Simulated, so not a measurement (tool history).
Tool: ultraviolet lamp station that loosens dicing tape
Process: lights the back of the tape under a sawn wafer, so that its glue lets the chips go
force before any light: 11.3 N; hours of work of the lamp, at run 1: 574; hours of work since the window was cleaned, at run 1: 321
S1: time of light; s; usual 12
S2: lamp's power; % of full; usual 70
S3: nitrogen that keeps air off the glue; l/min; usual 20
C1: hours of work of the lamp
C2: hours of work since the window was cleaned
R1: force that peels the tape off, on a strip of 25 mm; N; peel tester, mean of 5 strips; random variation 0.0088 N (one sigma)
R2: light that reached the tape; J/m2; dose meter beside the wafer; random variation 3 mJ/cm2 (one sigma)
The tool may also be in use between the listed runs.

run,hour,S1,S2,S3,C1,C2,R1,R2
1,0,12,70,20,574,321,0.662,3400
# hour 4.3: window cleaned of glue's vapour
2,25.8,12,86,20,592,16,0.386,4320
3,63.5,12,86,20,620,44,0.397,4290
4,99.7,12,86,20,647,71,0.403,4240
5,133.4,12,86,20,672,95,0.432,4160
6,166.1,22,86,20,696,120,0.212,7470
7,192.2,22,86,20,715,139,0.213,7370
8,231.5,22,86,20,744,168,0.214,7270
9,250.2,16,86,20,758,182,0.28,5300
10,278.5,12,99,20,779,203,0.372,4490
11,304.6,13,66,27,798,222,0.588,3210
12,335.7,13,66,27,821,245,0.594,3150
13,371,17,70,12,848,271,0.646,4370
14,411.6,24,79,30,878,301,0.216,6760
# hour 441.6: window cleaned of glue's vapour
15,441.6,18,76,12,899,0,0.478,4990
16,466.5,6,91,17,918,18,2.041,1990
17,507.7,6,91,17,948,49,2.274,1910
18,533.8,6,90,17,968,68,2.277,1900
19,564.1,8,66,40,990,91,1.478,1800
20,584.4,12,70,8,1005,106,2.044,2870

4 ways to go on from here, each from the tool as it stands after run 20. What would each give?
A,604.2,13,70,14,1020,120,?,?
B,604.2,9,66,8,1020,120,?,?
C,604.2,12,74,8,1020,120,?,?
D,604.2,12,96,31,1020,120,?,?

run,R1,R2
A,1.136,3080
B,3.255,2010
C,1.84,2970
D,0.351,3890
Without the tool's hidden state the same runs would have given:
run,R1,R2
A,0.417,4910
B,1.635,3190
C,0.731,4730
D,0.211,6200
